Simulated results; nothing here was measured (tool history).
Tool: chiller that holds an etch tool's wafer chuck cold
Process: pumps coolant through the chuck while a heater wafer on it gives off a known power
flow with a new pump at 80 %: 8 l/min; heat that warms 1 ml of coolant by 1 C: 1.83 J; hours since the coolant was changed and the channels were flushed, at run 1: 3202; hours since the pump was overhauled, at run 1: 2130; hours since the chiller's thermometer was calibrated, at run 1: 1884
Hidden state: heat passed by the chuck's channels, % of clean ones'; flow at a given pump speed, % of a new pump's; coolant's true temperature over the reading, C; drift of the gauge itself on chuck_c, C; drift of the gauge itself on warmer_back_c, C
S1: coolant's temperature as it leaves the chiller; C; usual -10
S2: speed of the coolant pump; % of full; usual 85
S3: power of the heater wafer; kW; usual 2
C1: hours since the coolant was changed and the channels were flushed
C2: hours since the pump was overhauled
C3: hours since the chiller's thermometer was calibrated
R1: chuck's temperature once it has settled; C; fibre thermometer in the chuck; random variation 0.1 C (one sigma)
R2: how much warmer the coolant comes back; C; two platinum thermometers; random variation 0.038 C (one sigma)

run,day,S1,S2,S3,C1,C2,C3,R1,R2
1,0,-10,85,2,3202,2130,1884,7,8.15
2,1.533,-10,85,2,3239,2167,1921,7,8.17
3,3.812,-10,61,2,3294,2222,1975,11.9,11.95
4,6.138,0,85,2,3349,2278,2031,17.2,8.24
5,7.538,0,85,2,3383,2311,2065,17.4,8.28
6,9.842,-10,64,2,3438,2367,2120,11.2,11.47
7,12.525,-10,85,2.579,3503,2431,2184,12.3,10.74
8,15.012,-10,85,2.579,3562,2491,2244,12.4,10.76
9,17.988,-10,85,2.579,3634,2562,2315,12.3,10.73
10,20.7,-10,85,2.047,3699,2627,2380,7.9,8.51
11,22.383,-10,68,2,3739,2668,2421,10.5,10.71
12,25.05,-10,68,2,3803,2732,2485,10.5,10.78
13,27.925,-10,68,2,3872,2801,2554,10.6,10.81
# day 28.279: chiller's thermometer calibrated
14,30.217,-10,85,2,3926,2855,46,7.4,8.4
15,31.612,-10,85,2,3960,2888,80,7.5,8.36
16,34.546,-10,85,2,4030,2959,150,7.5,8.42
# day 34.95: coolant changed, channels flushed
17,37.604,-10,85,2,64,3026,218,6.3,8.47
# day 40.333: chiller's thermometer calibrated, once more
18,40.708,-16,75,1.39,137,3099,9,-3.1,6.83
19,44.004,-18,81,1.46,216,3178,88,-5.3,6.53
20,46.304,-15,81,2.655,271,3234,143,8,11.94
21,48.642,-10,85,2.709,328,3290,199,12.8,11.54
22,50.879,-10,86,2.654,381,3344,253,12.2,11.33
23,54.062,-4,85,1.774,458,3420,329,11.1,7.54
24,57.354,-4,98,1.915,537,3499,408,10.9,7.12
25,60.617,-10,80,2,615,3577,487,7.8,9.23
26,62.871,-8,97,2.675,669,3631,541,12.9,9.91
27,65.25,-8,97,2.675,726,3688,598,12.8,9.98
28,66.804,-9,97,2.149,763,3726,635,7.7,8.01
29,69.429,-9,97,2.149,826,3789,698,7.9,8.06

Hidden state or all else? Some run-to-run changes of R1, split into what the settings, what came in and random variation would give without the hidden state, and what is left for the hidden state (with any gauge scatter that isn't in both results):
Run 16 -> 17: coolant changed, channels flushed. R1 -1.2 C: hidden state -1, all else -0.2.
Run 17 -> 18: S1 -10 -> -16, S2 85 -> 75, S3 2 -> 1.39, chiller's thermometer calibrated, once more. R1 -9.4 C: hidden state +0.1, all else -9.5.
Run 19 -> 20: S1 -18 -> -15, S3 1.46 -> 2.655. R1 +13.3 C: hidden state +0.8, all else +12.5.
